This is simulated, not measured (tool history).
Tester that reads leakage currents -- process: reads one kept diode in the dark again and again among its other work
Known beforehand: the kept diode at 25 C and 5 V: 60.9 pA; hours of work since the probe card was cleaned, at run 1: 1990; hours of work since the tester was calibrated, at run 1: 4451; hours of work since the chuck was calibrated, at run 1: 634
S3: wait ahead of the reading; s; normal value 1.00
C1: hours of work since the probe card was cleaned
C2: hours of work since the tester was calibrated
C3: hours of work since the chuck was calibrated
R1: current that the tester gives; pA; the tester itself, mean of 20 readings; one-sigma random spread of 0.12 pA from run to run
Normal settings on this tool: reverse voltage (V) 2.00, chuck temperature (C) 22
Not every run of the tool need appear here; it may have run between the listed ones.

{"run": 1, "day": 0.0, "reverse voltage (V)": 2.0, "chuck temperature (C)": 22, "S3": 1.0, "C1": 1990, "C2": 4451, "C3": 634, "R1": 38.96}
{"run": 2, "day": 5.608, "reverse voltage (V)": 2.0, "chuck temperature (C)": 22, "S3": 1.0, "C1": 2054, "C2": 4515, "C3": 697, "R1": 39.44}
{"day": 11.508, "done": "tester calibrated"}
{"run": 3, "day": 14.7, "reverse voltage (V)": 2.0, "chuck temperature (C)": 22, "S3": 0.74, "C1": 2156, "C2": 36, "C3": 799, "R1": 41.38}
{"run": 4, "day": 18.817, "reverse voltage (V)": 2.0, "chuck temperature (C)": 22, "S3": 1.0, "C1": 2203, "C2": 83, "C3": 846, "R1": 40.99}
{"run": 5, "day": 24.929, "reverse voltage (V)": 2.0, "chuck temperature (C)": 22, "S3": 1.0, "C1": 2272, "C2": 152, "C3": 915, "R1": 41.55}
{"run": 6, "day": 31.6, "reverse voltage (V)": 2.0, "chuck temperature (C)": 22, "S3": 1.0, "C1": 2348, "C2": 228, "C3": 991, "R1": 41.97}
{"run": 7, "day": 36.908, "reverse voltage (V)": 2.0, "chuck temperature (C)": 22, "S3": 1.0, "C1": 2408, "C2": 288, "C3": 1051, "R1": 42.23}
{"run": 8, "day": 41.254, "reverse voltage (V)": 2.0, "chuck temperature (C)": 22, "S3": 1.0, "C1": 2457, "C2": 337, "C3": 1101, "R1": 42.44}
{"run": 9, "day": 46.012, "reverse voltage (V)": 3.45, "chuck temperature (C)": 22, "S3": 1.0, "C1": 2511, "C2": 391, "C3": 1155, "R1": 54.09}
{"run": 10, "day": 52.221, "reverse voltage (V)": 3.45, "chuck temperature (C)": 22, "S3": 1.0, "C1": 2581, "C2": 462, "C3": 1225, "R1": 54.63}
{"run": 11, "day": 59.512, "reverse voltage (V)": 3.45, "chuck temperature (C)": 22, "S3": 0.45, "C1": 2664, "C2": 545, "C3": 1308, "R1": 57.0}
{"run": 12, "day": 69.375, "reverse voltage (V)": 2.0, "chuck temperature (C)": 22, "S3": 2.0, "C1": 2776, "C2": 656, "C3": 1420, "R1": 44.04}
{"run": 13, "day": 74.296, "reverse voltage (V)": 2.0, "chuck temperature (C)": 22, "S3": 2.0, "C1": 2832, "C2": 712, "C3": 1475, "R1": 44.77}
{"day": 75.333, "done": "probe card cleaned and baked"}
{"run": 14, "day": 80.329, "reverse voltage (V)": 2.0, "chuck temperature (C)": 22, "S3": 0.55, "C1": 57, "C2": 779, "C3": 1542, "R1": 47.68}
{"day": 88.138, "done": "chuck's temperature calibrated"}
{"run": 15, "day": 88.296, "reverse voltage (V)": 1.74, "chuck temperature (C)": 22, "S3": 1.0, "C1": 146, "C2": 869, "C3": 2, "R1": 38.08}
{"day": 91.196, "done": "probe card cleaned and baked, once more"}
{"run": 16, "day": 93.221, "reverse voltage (V)": 1.31, "chuck temperature (C)": 22, "S3": 1.0, "C1": 23, "C2": 923, "C3": 56, "R1": 29.59}
{"run": 17, "day": 102.617, "reverse voltage (V)": 2.0, "chuck temperature (C)": 22, "S3": 1.0, "C1": 130, "C2": 1030, "C3": 163, "R1": 35.4}
{"run": 18, "day": 107.433, "reverse voltage (V)": 8.49, "chuck temperature (C)": 22, "S3": 1.0, "C1": 184, "C2": 1084, "C3": 217, "R1": 61.93}
{"run": 19, "day": 112.954, "reverse voltage (V)": 8.49, "chuck temperature (C)": 22, "S3": 1.0, "C1": 247, "C2": 1147, "C3": 280, "R1": 62.78}
{"run": 20, "day": 122.483, "reverse voltage (V)": 7.27, "chuck temperature (C)": 24, "S3": 0.62, "C1": 355, "C2": 1255, "C3": 388, "R1": 71.33}
{"run": 21, "day": 131.362, "reverse voltage (V)": 7.27, "chuck temperature (C)": 24, "S3": 6.26, "C1": 456, "C2": 1356, "C3": 489, "R1": 69.07}
{"run": 22, "day": 141.279, "reverse voltage (V)": 7.27, "chuck temperature (C)": 24, "S3": 1.03, "C1": 568, "C2": 1468, "C3": 601, "R1": 72.75}
{"run": 23, "day": 149.892, "reverse voltage (V)": 16.43, "chuck temperature (C)": 21, "S3": 1.27, "C1": 666, "C2": 1566, "C3": 699, "R1": 83.33}
{"run": 24, "day": 157.267, "reverse voltage (V)": 7.87, "chuck temperature (C)": 22, "S3": 1.2, "C1": 749, "C2": 1650, "C3": 783, "R1": 66.3}
{"run": 25, "day": 163.054, "reverse voltage (V)": 1.15, "chuck temperature (C)": 22, "S3": 1.65, "C1": 815, "C2": 1715, "C3": 848, "R1": 31.11}

What will run 26 give?
{"run": 26, "day": 171.117, "reverse voltage (V)": 1.21, "chuck temperature (C)": 21, "S3": 2.38, "C1": 907, "C2": 1807, "C3": 940, "R1": "?"}

Run 26 yielded R1 29.74 pA.
Minus the tool's unlogged condition, the same run would have read R1 26.77 pA.
